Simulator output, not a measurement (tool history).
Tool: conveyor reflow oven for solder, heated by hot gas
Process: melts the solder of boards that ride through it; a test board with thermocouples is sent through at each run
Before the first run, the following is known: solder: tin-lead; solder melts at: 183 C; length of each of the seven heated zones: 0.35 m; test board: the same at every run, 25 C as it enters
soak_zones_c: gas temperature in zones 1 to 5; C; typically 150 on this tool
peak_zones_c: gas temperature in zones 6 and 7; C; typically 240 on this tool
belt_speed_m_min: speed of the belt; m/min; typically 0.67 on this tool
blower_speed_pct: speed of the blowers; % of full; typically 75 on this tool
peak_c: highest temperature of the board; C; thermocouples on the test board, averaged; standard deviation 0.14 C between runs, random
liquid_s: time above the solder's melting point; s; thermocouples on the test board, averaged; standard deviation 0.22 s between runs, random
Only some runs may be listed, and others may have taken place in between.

run,hour,soak_zones_c,peak_zones_c,belt_speed_m_min,blower_speed_pct,peak_c,liquid_s
1,0,150,240,0.67,75,228.5,58.1
2,28.5,150,240,0.67,75,228.3,57.9
3,48.5,150,240,0.67,75,228.5,58
4,64.1,150,240,0.67,75,228.3,58.1
5,82,150,240,0.661,75,228.8,58.9
6,118.8,150,239,0.67,75,227.5,57.4
7,149.8,150,239,0.67,75,227.6,57.8
8,167.1,150,239,0.67,75,227.4,57.6
9,204.3,150,239,0.781,75,222.9,46.8
10,227.5,150,239,0.781,75,222.9,47.1
11,260.1,138,239,0.67,75,225.1,53.2
12,285.7,154,251,0.67,75,238.3,63.6
13,321.1,155,246,0.745,75,233.5,55.7
14,347.8,157,246,0.596,64,237,71.7

Taken out of this log: 2 entries between the listed runs. Where each belongs, and how the hidden state differs across it:
From run 10 to run 11: flux residue cleaned out of gas plates and filters (hour 234.5)
  heat that the gas passes to the board, % of a clean oven's: 92.3 -> 89.7; belt's true speed, % of the reading: 97.86 -> 97.82; true gas temperature in zones 6 and 7 over the reading, C: 0.96 -> 1.03
  measured minus no-state result, peak_c: -0.4 -> -0.8 C; liquid_s: +0.8 -> +0.6 s
From run 12 to run 13: flux residue cleaned out of gas plates and filters, once more (hour 308.8)
  heat that the gas passes to the board, % of a clean oven's: 89.4 -> 99.7; belt's true speed, % of the reading: 97.77 -> 97.72; true gas temperature in zones 6 and 7 over the reading, C: 1.09 -> 1.16
  measured minus no-state result, peak_c: -0.6 -> +1.7 C; liquid_s: +1.5 -> +1.8 s
